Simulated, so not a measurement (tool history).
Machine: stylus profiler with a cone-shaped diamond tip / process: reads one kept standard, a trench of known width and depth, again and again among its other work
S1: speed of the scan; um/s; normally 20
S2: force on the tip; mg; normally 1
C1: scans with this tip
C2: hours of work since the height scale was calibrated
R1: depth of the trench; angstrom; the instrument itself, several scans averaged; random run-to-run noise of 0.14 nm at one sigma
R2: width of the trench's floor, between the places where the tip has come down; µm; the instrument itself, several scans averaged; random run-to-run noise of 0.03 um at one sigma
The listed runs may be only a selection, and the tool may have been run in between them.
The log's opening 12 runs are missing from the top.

run,hour,S1,S2,C1,C2,R1,R2
13,253.8,20,1,3402,704,5021.3,95.5
14,279.8,20,1,3473,719,5020.9,95.5
15,300.2,20,1,3528,731,5020,95.48
16,319.8,61,1,3582,742,5020.9,95.17
17,340.7,35,1.4,3639,754,5025.1,95.41
18,353.4,20,1,3674,761,5019.9,95.46
19,370.1,20,1,3720,770,5020.5,95.48
20,386.3,18,0.33,3764,779,5009,95.41

What does the tool deliver on the next run?
21,399.1,12,0.41,3799,787,?,?

Run 21 measured R1 5006.5 angstrom, R2 95.54 µm.
With the hidden condition absent and the run-to-run variation left alone, this run would have shown R1 5006.4 angstrom, R2 95.54 µm.
